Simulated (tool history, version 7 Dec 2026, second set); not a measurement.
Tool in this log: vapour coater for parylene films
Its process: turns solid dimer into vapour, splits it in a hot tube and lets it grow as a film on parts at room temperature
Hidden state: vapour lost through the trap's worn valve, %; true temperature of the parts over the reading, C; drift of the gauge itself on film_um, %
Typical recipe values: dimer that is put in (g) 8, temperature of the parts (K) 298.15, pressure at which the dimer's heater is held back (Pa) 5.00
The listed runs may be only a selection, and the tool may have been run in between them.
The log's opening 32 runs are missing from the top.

| run | hour | dimer that is put in (g) | temperature of the parts (K) | pressure at which the dimer's heater is held back (Pa) | hours of work since the trap's valve was overhauled | hours of work since the table's thermometer was calibrated | thickness of the film (um) |
|---|---|---|---|---|---|---|---|
| 33 | 765.4 | 8 | 293.15 | 5.00 | 286 | 562 | 1.34 |
| 34 | 792.0 | 8 | 293.15 | 5.00 | 297 | 573 | 1.36 |
|  | 806.9 | trap's valve overhauled |
| 35 | 821.0 | 8 | 301.15 | 5.00 | 6 | 584 | 1.03 |
| 36 | 836.5 | 3 | 292.15 | 3.81 | 12 | 590 | 0.58 |
| 37 | 864.2 | 5 | 297.15 | 11.72 | 24 | 602 | 0.63 |
| 38 | 883.1 | 5 | 297.15 | 11.72 | 32 | 610 | 0.64 |
| 39 | 905.4 | 9 | 292.15 | 2.94 | 41 | 619 | 1.84 |
| 40 | 930.3 | 9 | 296.15 | 7.09 | 52 | 630 | 1.31 |
| 41 | 961.0 | 9 | 296.15 | 7.09 | 65 | 643 | 1.28 |
| 42 | 980.4 | 9 | 294.15 | 7.09 | 73 | 651 | 1.43 |
| 43 | 1005.0 | 9 | 294.15 | 7.09 | 83 | 661 | 1.44 |
| 44 | 1026.7 | 9 | 296.15 | 2.02 | 93 | 670 | 1.65 |
| 45 | 1058.0 | 8 | 293.15 | 8.76 | 106 | 684 | 1.26 |
| 46 | 1091.3 | 8 | 293.15 | 8.76 | 120 | 698 | 1.26 |

Forecast each of these 5 alternatives for the next run:
| A | 1106.8 | 8 | 297.15 | 3.78 | 126 | 704 | ? |
| B | 1106.8 | 3 | 301.15 | 4.68 | 126 | 704 | ? |
| C | 1106.8 | 4 | 293.15 | 8.76 | 126 | 704 | ? |
| D | 1106.8 | 8 | 295.15 | 6.13 | 126 | 704 | ? |
| E | 1106.8 | 5 | 307.15 | 5.75 | 126 | 704 | ? |

| run | thickness of the film (um) |
|---|---|
| A | 1.25 |
| B | 0.37 |
| C | 0.63 |
| D | 1.23 |
| E | 0.45 |
Stripped of hidden state, with their random variation kept, the same runs would have yielded:
| run | thickness of the film (um) |
|---|---|
| A | 1.31 |
| B | 0.39 |
| C | 0.66 |
| D | 1.29 |
| E | 0.48 |
